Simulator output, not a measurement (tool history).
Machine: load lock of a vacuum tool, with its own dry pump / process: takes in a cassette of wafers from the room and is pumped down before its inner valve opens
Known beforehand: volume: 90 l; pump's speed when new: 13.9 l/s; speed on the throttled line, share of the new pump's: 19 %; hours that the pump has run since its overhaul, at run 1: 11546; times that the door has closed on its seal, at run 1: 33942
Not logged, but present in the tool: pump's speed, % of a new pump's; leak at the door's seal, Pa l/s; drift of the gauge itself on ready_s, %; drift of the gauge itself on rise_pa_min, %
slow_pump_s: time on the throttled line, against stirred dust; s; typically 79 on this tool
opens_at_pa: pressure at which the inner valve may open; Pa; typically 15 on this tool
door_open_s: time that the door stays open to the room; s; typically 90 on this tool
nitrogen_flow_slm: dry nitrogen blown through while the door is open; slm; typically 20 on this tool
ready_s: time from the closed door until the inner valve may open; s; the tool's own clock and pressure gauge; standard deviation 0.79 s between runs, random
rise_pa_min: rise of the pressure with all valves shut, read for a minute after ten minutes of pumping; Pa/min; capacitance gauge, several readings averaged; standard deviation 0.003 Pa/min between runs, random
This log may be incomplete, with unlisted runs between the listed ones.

| run | hour | slow_pump_s | opens_at_pa | door_open_s | nitrogen_flow_slm | hours that the pump has run since its overhaul | times that the door has closed on its seal | incoming humidity of the room's air, % | ready_s | rise_pa_min |
|---|---|---|---|---|---|---|---|---|---|---|
| 1 | 0 | 79 | 15 | 90 | 20 | 11546 | 33942 | 43.8 | 122.1 | 0.046 |
| 2 | 370.6 | 79 | 15 | 90 | 4 | 11917 | 35111 | 42 | 120.9 | 0.065 |
| 3 | 559.2 | 79 | 15 | 90 | 4 | 12106 | 35706 | 45.3 | 121.5 | 0.077 |
| 4 | 713 | 79 | 15 | 90 | 4 | 12259 | 36192 | 44.4 | 121.4 | 0.074 |
| 5 | 1070 | 79 | 15 | 90 | 20 | 12616 | 37318 | 47.3 | 121.9 | 0.054 |
| 6 | 1374.2 | 79 | 15 | 90 | 20 | 12921 | 38277 | 46.8 | 122 | 0.051 |
| 7 | 1524.6 | 79 | 15 | 90 | 20 | 13071 | 38752 | 41.8 | 122.6 | 0.041 |
| 8 | 1678.5 | 79 | 15 | 90 | 20 | 13225 | 39237 | 43.6 | 121.7 | 0.045 |
|  | 1774.9 | door's seal changed, seat wiped |
| 9 | 1967.6 | 79 | 25 | 90 | 20 | 13513 | 607 | 48 | 117.7 | 0.046 |
| 10 | 2125.6 | 79 | 25 | 90 | 20 | 13671 | 1106 | 43.7 | 117.4 | 0.042 |
| 11 | 2288.9 | 79 | 25 | 90 | 20 | 13834 | 1621 | 46.4 | 119.8 | 0.045 |
| 12 | 2451.3 | 79 | 15 | 90 | 20 | 13996 | 2134 | 43.6 | 121.6 | 0.043 |
| 13 | 2687 | 79 | 15 | 90 | 20 | 14232 | 2877 | 44.4 | 119.4 | 0.041 |
| 14 | 2976.7 | 79 | 15 | 90 | 20 | 14522 | 3791 | 43.1 | 123.4 | 0.044 |
| 15 | 3255.9 | 79 | 15 | 90 | 20 | 14801 | 4671 | 49.7 | 120.9 | 0.05 |
| 16 | 3470.1 | 68 | 15 | 90 | 20 | 15015 | 5347 | 44.8 | 112.5 | 0.044 |
| 17 | 3801.3 | 68 | 15 | 90 | 20 | 15346 | 6392 | 44.8 | 111.8 | 0.04 |
| 18 | 4012.2 | 68 | 15 | 90 | 20 | 15557 | 7057 | 45.2 | 111.7 | 0.042 |
| 19 | 4316.2 | 68 | 14 | 90 | 20 | 15861 | 8016 | 42.1 | 113.4 | 0.045 |
| 20 | 4627.5 | 79 | 15 | 46 | 20 | 16173 | 8999 | 43.6 | 121.8 | 0.033 |
| 21 | 4998.4 | 79 | 19 | 180 | 20 | 16543 | 10169 | 45.1 | 120 | 0.067 |
| 22 | 5328.4 | 79 | 19 | 180 | 20 | 16873 | 11209 | 43 | 118.7 | 0.057 |
| 23 | 5534.8 | 79 | 19 | 180 | 8 | 17080 | 11861 | 46.8 | 119.9 | 0.089 |
| 24 | 5879 | 90 | 19 | 56 | 16 | 17424 | 12946 | 44.3 | 127.5 | 0.038 |
| 25 | 6073.7 | 67 | 15 | 29 | 20 | 17619 | 13561 | 43.9 | 111.6 | 0.026 |
| 26 | 6363 | 67 | 15 | 29 | 20 | 17908 | 14473 | 49.4 | 112.3 | 0.028 |
| 27 | 6704.7 | 79 | 15 | 90 | 6 | 18250 | 15551 | 45.6 | 120.3 | 0.064 |
| 28 | 6854.8 | 79 | 15 | 97 | 36 | 18400 | 16025 | 45.4 | 121.5 | 0.038 |
| 29 | 7039.2 | 79 | 15 | 97 | 36 | 18584 | 16606 | 45.1 | 120.7 | 0.035 |
| 30 | 7345.5 | 79 | 15 | 97 | 36 | 18890 | 17573 | 41.8 | 122.6 | 0.033 |
| 31 | 7504 | 127 | 12 | 136 | 32 | 19049 | 18073 | 43.5 | 160.7 | 0.044 |
| 32 | 7774.1 | 79 | 15 | 90 | 40 | 19319 | 18925 | 45.9 | 121.6 | 0.027 |
| 33 | 8126.3 | 79 | 17 | 90 | 24 | 19671 | 20036 | 45.7 | 120.5 | 0.045 |
| 34 | 8493.7 | 48 | 17 | 90 | 24 | 20039 | 21195 | 42.7 | 96.1 | 0.04 |
| 35 | 8763.7 | 149 | 27 | 204 | 38 | 20309 | 22046 | 43.1 | 172.5 | 0.041 |
| 36 | 9102.8 | 149 | 27 | 204 | 38 | 20648 | 23116 | 38 | 177.4 | 0.04 |

Branching from run 36: 3 alternative next runs. What would each branch give?
| A | 9393.7 | 79 | 15 | 90 | 20 | 20939 | 24034 | 47.2 | ? | ? |
| B | 9393.7 | 54 | 15 | 90 | 17 | 20939 | 24034 | 44.7 | ? | ? |
| C | 9393.7 | 125 | 27 | 187 | 38 | 20939 | 24034 | 45.9 | ? | ? |

| run | ready_s | rise_pa_min |
|---|---|---|
| A | 120.9 | 0.047 |
| B | 101.3 | 0.051 |
| C | 154.1 | 0.046 |
Take away the tool's hidden state, keep each run's random variation, and the runs would have read:
| run | ready_s | rise_pa_min |
|---|---|---|
| A | 120.9 | 0.046 |
| B | 101.3 | 0.05 |
| C | 154.1 | 0.045 |
